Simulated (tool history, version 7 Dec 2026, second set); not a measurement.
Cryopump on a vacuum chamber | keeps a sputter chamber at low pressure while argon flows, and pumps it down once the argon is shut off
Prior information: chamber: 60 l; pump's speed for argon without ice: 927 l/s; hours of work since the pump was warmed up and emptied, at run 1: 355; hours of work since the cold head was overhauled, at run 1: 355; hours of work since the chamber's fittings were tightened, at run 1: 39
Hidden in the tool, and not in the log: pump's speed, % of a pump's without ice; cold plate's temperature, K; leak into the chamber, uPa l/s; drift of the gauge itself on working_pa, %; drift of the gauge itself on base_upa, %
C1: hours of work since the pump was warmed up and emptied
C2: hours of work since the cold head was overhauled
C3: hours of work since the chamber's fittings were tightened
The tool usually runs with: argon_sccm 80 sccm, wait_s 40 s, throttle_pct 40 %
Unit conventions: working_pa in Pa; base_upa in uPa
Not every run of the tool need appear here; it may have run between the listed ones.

run 1 hour=0 | argon_sccm=80 wait_s=40 throttle_pct=40 | C1=355 C2=355 C3=39 | working_pa=0.3822 base_upa=2.68
run 2 hour=52 | argon_sccm=80 wait_s=40 throttle_pct=59 | C1=376 C2=376 C3=61 | working_pa=0.2645 base_upa=2.67
run 3 hour=114.8 | argon_sccm=95 wait_s=40 throttle_pct=40 | C1=403 C2=403 C3=87 | working_pa=0.4521 base_upa=2.81
run 4 hour=153.3 | argon_sccm=95 wait_s=40 throttle_pct=40 | C1=419 C2=419 C3=103 | working_pa=0.4569 base_upa=2.8
run 5 hour=214.9 | argon_sccm=95 wait_s=40 throttle_pct=40 | C1=445 C2=445 C3=129 | working_pa=0.4564 base_upa=2.96
run 6 hour=267.6 | argon_sccm=95 wait_s=40 throttle_pct=40 | C1=467 C2=467 C3=151 | working_pa=0.4582 base_upa=2.9
run 7 hour=323.2 | argon_sccm=95 wait_s=40 throttle_pct=40 | C1=490 C2=490 C3=174 | working_pa=0.4608 base_upa=3.05
run 8 hour=372.5 | argon_sccm=42 wait_s=40 throttle_pct=40 | C1=511 C2=511 C3=195 | working_pa=0.2044 base_upa=3.16
run 9 hour=433.4 | argon_sccm=42 wait_s=40 throttle_pct=40 | C1=536 C2=536 C3=221 | working_pa=0.2034 base_upa=3.27
run 10 hour=466.3 | argon_sccm=80 wait_s=40 throttle_pct=58 | C1=550 C2=550 C3=234 | working_pa=0.2745 base_upa=3.22
run 11 hour=508.6 | argon_sccm=80 wait_s=61 throttle_pct=40 | C1=568 C2=568 C3=252 | working_pa=0.3892 base_upa=2.6
run 12 hour=561.2 | argon_sccm=80 wait_s=40 throttle_pct=40 | C1=590 C2=590 C3=274 | working_pa=0.3914 base_upa=3.39
run 13 hour=619.5 | argon_sccm=80 wait_s=40 throttle_pct=19 | C1=615 C2=615 C3=299 | working_pa=0.7892 base_upa=3.51
-- hour=660.4 pump warmed up, emptied and cooled again
run 14 hour=672.8 | argon_sccm=80 wait_s=28 throttle_pct=19 | C1=5 C2=635 C3=319 | working_pa=0.7724 base_upa=4.22
run 15 hour=716.7 | argon_sccm=80 wait_s=28 throttle_pct=19 | C1=24 C2=653 C3=337 | working_pa=0.7705 base_upa=4.26
run 16 hour=779.3 | argon_sccm=80 wait_s=40 throttle_pct=28 | C1=50 C2=680 C3=364 | working_pa=0.5262 base_upa=3.52
run 17 hour=807.5 | argon_sccm=80 wait_s=40 throttle_pct=28 | C1=62 C2=691 C3=376 | working_pa=0.5213 base_upa=3.48
run 18 hour=862.1 | argon_sccm=80 wait_s=21 throttle_pct=16 | C1=85 C2=714 C3=398 | working_pa=0.9148 base_upa=5.62
run 19 hour=898.8 | argon_sccm=143 wait_s=212 throttle_pct=34 | C1=100 C2=730 C3=414 | working_pa=0.7769 base_upa=1.89
run 20 hour=937.6 | argon_sccm=143 wait_s=212 throttle_pct=34 | C1=116 C2=746 C3=430 | working_pa=0.787 base_upa=1.93
run 21 hour=995 | argon_sccm=80 wait_s=21 throttle_pct=40 | C1=140 C2=770 C3=454 | working_pa=0.3743 base_upa=5.73
run 22 hour=1038.4 | argon_sccm=80 wait_s=22 throttle_pct=15 | C1=159 C2=788 C3=472 | working_pa=0.985 base_upa=5.46
run 23 hour=1070.4 | argon_sccm=80 wait_s=22 throttle_pct=15 | C1=172 C2=802 C3=486 | working_pa=0.987 base_upa=5.56
run 24 hour=1110.6 | argon_sccm=80 wait_s=22 throttle_pct=15 | C1=189 C2=819 C3=503 | working_pa=0.9849 base_upa=5.67
run 25 hour=1141.5 | argon_sccm=133 wait_s=65 throttle_pct=16 | C1=202 C2=832 C3=516 | working_pa=1.5327 base_upa=3.11
run 26 hour=1167.3 | argon_sccm=75 wait_s=65 throttle_pct=22 | C1=213 C2=842 C3=527 | working_pa=0.6316 base_upa=3.18
run 27 hour=1219.8 | argon_sccm=80 wait_s=146 throttle_pct=23 | C1=235 C2=864 C3=549 | working_pa=0.6468 base_upa=2.46
run 28 hour=1283.6 | argon_sccm=80 wait_s=146 throttle_pct=23 | C1=262 C2=891 C3=575 | working_pa=0.6496 base_upa=2.61
run 29 hour=1326.6 | argon_sccm=39 wait_s=40 throttle_pct=40 | C1=280 C2=909 C3=593 | working_pa=0.1838 base_upa=4.33
run 30 hour=1366.6 | argon_sccm=101 wait_s=210 throttle_pct=25 | C1=296 C2=926 C3=610 | working_pa=0.7582 base_upa=2.49
run 31 hour=1408.6 | argon_sccm=38 wait_s=81 throttle_pct=45 | C1=314 C2=944 C3=628 | working_pa=0.1612 base_upa=3.16
run 32 hour=1448.6 | argon_sccm=89 wait_s=37 throttle_pct=29 | C1=331 C2=960 C3=645 | working_pa=0.5743 base_upa=4.6
run 33 hour=1480.7 | argon_sccm=44 wait_s=40 throttle_pct=40 | C1=344 C2=974 C3=658 | working_pa=0.2108 base_upa=4.54
run 34 hour=1532.8 | argon_sccm=44 wait_s=54 throttle_pct=20 | C1=366 C2=996 C3=680 | working_pa=0.4112 base_upa=3.99

Take each entry between the runs: how does the hidden state at the last listed run before it differ from the hidden state at the first listed run after it?
Logged between run 13 and run 14: pump warmed up, emptied and cooled again (hour 660.4)
  pump's speed, % of a pump's without ice: 84.9 -> 99.2; cold plate's temperature, K: 12.52 -> 12.53; leak into the chamber, uPa l/s: 1017 -> 1065
  measured less the result without the state, working_pa: +0.0276 -> +0.0027 Pa; base_upa: +0.99 -> +0.85 uPa
